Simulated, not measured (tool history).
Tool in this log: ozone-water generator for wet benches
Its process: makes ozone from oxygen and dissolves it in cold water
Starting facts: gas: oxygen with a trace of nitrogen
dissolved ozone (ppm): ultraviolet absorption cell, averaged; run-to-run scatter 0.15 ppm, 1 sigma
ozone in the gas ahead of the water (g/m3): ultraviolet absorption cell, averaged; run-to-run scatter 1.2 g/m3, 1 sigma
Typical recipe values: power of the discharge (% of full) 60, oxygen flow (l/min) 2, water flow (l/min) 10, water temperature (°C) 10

run,hour,power of the discharge (% of full),oxygen flow (l/min),water flow (l/min),water temperature (°C),dissolved ozone (ppm),ozone in the gas ahead of the water (g/m3)
1,0,60,2,10,10,16.9,210.1
2,30.6,60,2,10,10,16.7,212.7
3,60.8,60,2,10,10,16.8,209.7
4,115.2,79,2,10,10,19.4,242.9
5,137.6,79,1.05,10,10,15,299.4
6,169.1,79,1.05,10,10,14.9,303.3
7,194.1,79,1.05,10,10,14.8,300.7
8,231.9,79,1.05,10,10,14.6,301.8
9,274.5,79,1.05,10,10,14.8,300.4
10,322.2,79,1.05,10,10,14.7,298.8
11,375.8,79,1.05,10,10,14.7,300.5
12,403.7,60,1.08,10,10,13,256.2
13,454,60,2.68,10,10,18.3,190.6
14,491.7,60,2.68,10,10,18.4,191.6
15,533.9,70,2.68,15,6,14.3,208.7
16,580.8,70,2.68,15,6,14,207.4
17,626.4,70,2.68,15,6,14.4,205.2
# hour 632.7: contactor cleaned
18,664.4,70,2.68,15,6,13.9,206.3
19,695.3,70,2.68,15,6,14.1,205.9
20,726.5,43,2,10,8,14.1,176.5
21,779,43,2,10,8,14,176.3
22,817.1,89,3.41,10,8,24.2,215.4
23,839.3,89,3.41,10,8,23.9,216.1
24,871.5,74,2.9,14,10,15,206.2
25,905.5,74,2.9,14,10,15.2,207.1
26,956.2,74,2.9,10,14,19.2,206.2
# hour 965.2: contactor cleaned, once more
27,1002.1,74,2.9,13,6,18.2,205.5

Predict each of these 3 candidate next runs independently; none follows another, all start after run 27:
A,1044.2,60,1.68,10,10,?,?
B,1044.2,60,2,14,14,?,?
C,1044.2,46,1.69,13,6,?,?

run,dissolved ozone (ppm),ozone in the gas ahead of the water (g/m3)
A,16.2,220.7
B,12.3,209.8
C,11.5,192.1
Had the tool no hidden state, the same runs would have come out as:
run,dissolved ozone (ppm),ozone in the gas ahead of the water (g/m3)
A,16.8,225.7
B,12.8,214.6
C,11.9,195.8
